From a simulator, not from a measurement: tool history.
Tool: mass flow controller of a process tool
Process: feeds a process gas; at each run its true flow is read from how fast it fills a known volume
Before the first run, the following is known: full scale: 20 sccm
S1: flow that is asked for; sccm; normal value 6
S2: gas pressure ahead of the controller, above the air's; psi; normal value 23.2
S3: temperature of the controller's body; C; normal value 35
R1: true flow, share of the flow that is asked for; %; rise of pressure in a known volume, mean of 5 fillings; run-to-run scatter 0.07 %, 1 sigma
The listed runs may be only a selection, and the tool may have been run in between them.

{"run": 1, "hour": 0.0, "S1": 6, "S2": 23.2, "S3": 35, "R1": 97.82}
{"run": 2, "hour": 79.7, "S1": 6, "S2": 23.2, "S3": 35, "R1": 97.88}
{"run": 3, "hour": 182.8, "S1": 6, "S2": 23.2, "S3": 35, "R1": 97.78}
{"run": 4, "hour": 319.2, "S1": 6, "S2": 23.2, "S3": 35, "R1": 97.82}
{"run": 5, "hour": 451.2, "S1": 6, "S2": 23.2, "S3": 35, "R1": 97.75}
{"run": 6, "hour": 594.2, "S1": 6, "S2": 23.2, "S3": 22, "R1": 97.16}
{"run": 7, "hour": 690.6, "S1": 6, "S2": 23.2, "S3": 22, "R1": 97.14}
{"run": 8, "hour": 825.6, "S1": 6, "S2": 28.4, "S3": 35, "R1": 97.97}
{"run": 9, "hour": 916.0, "S1": 6, "S2": 38.4, "S3": 35, "R1": 98.46}
{"run": 10, "hour": 1045.0, "S1": 6, "S2": 38.4, "S3": 35, "R1": 98.53}
{"run": 11, "hour": 1124.1, "S1": 3, "S2": 23.2, "S3": 35, "R1": 97.26}
{"run": 12, "hour": 1245.4, "S1": 6, "S2": 23.2, "S3": 35, "R1": 97.81}
{"run": 13, "hour": 1369.2, "S1": 6, "S2": 23.2, "S3": 35, "R1": 97.84}
{"run": 14, "hour": 1492.7, "S1": 6, "S2": 23.2, "S3": 35, "R1": 97.75}
{"run": 15, "hour": 1613.7, "S1": 6, "S2": 23.2, "S3": 35, "R1": 97.67}
{"run": 16, "hour": 1715.0, "S1": 6, "S2": 23.2, "S3": 35, "R1": 97.78}
{"run": 17, "hour": 1860.1, "S1": 5, "S2": 23.2, "S3": 35, "R1": 97.7}
{"run": 18, "hour": 1964.5, "S1": 11, "S2": 23.2, "S3": 35, "R1": 98.66}
{"run": 19, "hour": 2057.1, "S1": 11, "S2": 23.2, "S3": 35, "R1": 98.6}
{"run": 20, "hour": 2131.4, "S1": 6, "S2": 23.2, "S3": 35, "R1": 97.88}
{"run": 21, "hour": 2249.5, "S1": 6, "S2": 23.2, "S3": 35, "R1": 97.77}
{"run": 22, "hour": 2386.0, "S1": 6, "S2": 23.2, "S3": 35, "R1": 97.81}
{"run": 23, "hour": 2527.0, "S1": 6, "S2": 38.4, "S3": 35, "R1": 98.35}
{"run": 24, "hour": 2664.3, "S1": 6, "S2": 38.4, "S3": 35, "R1": 98.54}
{"run": 25, "hour": 2806.6, "S1": 6, "S2": 38.4, "S3": 35, "R1": 98.39}
{"run": 26, "hour": 2933.0, "S1": 6, "S2": 38.4, "S3": 35, "R1": 98.57}
{"run": 27, "hour": 3063.6, "S1": 11, "S2": 39.3, "S3": 35, "R1": 99.45}
{"run": 28, "hour": 3168.1, "S1": 6, "S2": 23.2, "S3": 27, "R1": 97.45}
{"run": 29, "hour": 3251.0, "S1": 11, "S2": 39, "S3": 26, "R1": 98.85}
{"run": 30, "hour": 3390.3, "S1": 3, "S2": 20.9, "S3": 35, "R1": 97.12}
{"run": 31, "hour": 3522.1, "S1": 3, "S2": 20.9, "S3": 35, "R1": 97.1}
{"run": 32, "hour": 3584.3, "S1": 3, "S2": 20.9, "S3": 35, "R1": 97.22}
{"run": 33, "hour": 3648.5, "S1": 2, "S2": 23.2, "S3": 22, "R1": 96.48}
{"run": 34, "hour": 3756.8, "S1": 6, "S2": 23.1, "S3": 20, "R1": 97.16}
{"run": 35, "hour": 3826.5, "S1": 2, "S2": 28.6, "S3": 31, "R1": 97.21}
{"run": 36, "hour": 3933.4, "S1": 2, "S2": 28.6, "S3": 31, "R1": 97.12}
{"run": 37, "hour": 4062.0, "S1": 18, "S2": 23.2, "S3": 31, "R1": 99.67}
{"run": 38, "hour": 4141.6, "S1": 3, "S2": 21.3, "S3": 35, "R1": 97.17}
{"run": 39, "hour": 4252.7, "S1": 3, "S2": 21.3, "S3": 35, "R1": 97.32}
{"run": 40, "hour": 4356.9, "S1": 6, "S2": 21.3, "S3": 35, "R1": 97.66}
{"run": 41, "hour": 4480.8, "S1": 6, "S2": 21.3, "S3": 35, "R1": 97.64}
{"run": 42, "hour": 4620.4, "S1": 9, "S2": 23.2, "S3": 25, "R1": 97.82}
{"run": 43, "hour": 4686.7, "S1": 9, "S2": 23.2, "S3": 25, "R1": 97.8}
{"run": 44, "hour": 4831.8, "S1": 9, "S2": 22, "S3": 28, "R1": 97.84}
{"run": 45, "hour": 4912.0, "S1": 9, "S2": 22, "S3": 28, "R1": 98.02}
{"run": 46, "hour": 5056.7, "S1": 5, "S2": 27.6, "S3": 32, "R1": 97.6}
{"run": 47, "hour": 5128.0, "S1": 5, "S2": 27.6, "S3": 32, "R1": 97.7}
{"run": 48, "hour": 5190.2, "S1": 6, "S2": 27.8, "S3": 35, "R1": 97.93}
{"run": 49, "hour": 5317.0, "S1": 3, "S2": 29.9, "S3": 33, "R1": 97.48}

Predict each of these 3 candidate next runs independently; none follows another, all start after run 49:
{"run": "A", "hour": 5408.8, "S1": 12, "S2": 29.9, "S3": 33, "R1": "?"}
{"run": "B", "hour": 5408.8, "S1": 10, "S2": 31.2, "S3": 21, "R1": "?"}
{"run": "C", "hour": 5408.8, "S1": 7, "S2": 36.5, "S3": 22, "R1": "?"}

run=A R1=99.03
run=B R1=98.1
run=C R1=97.93
With the hidden condition removed and each run's random variation left untouched, the same runs would have given:
run=A R1=99.02
run=B R1=98.1
run=C R1=97.92
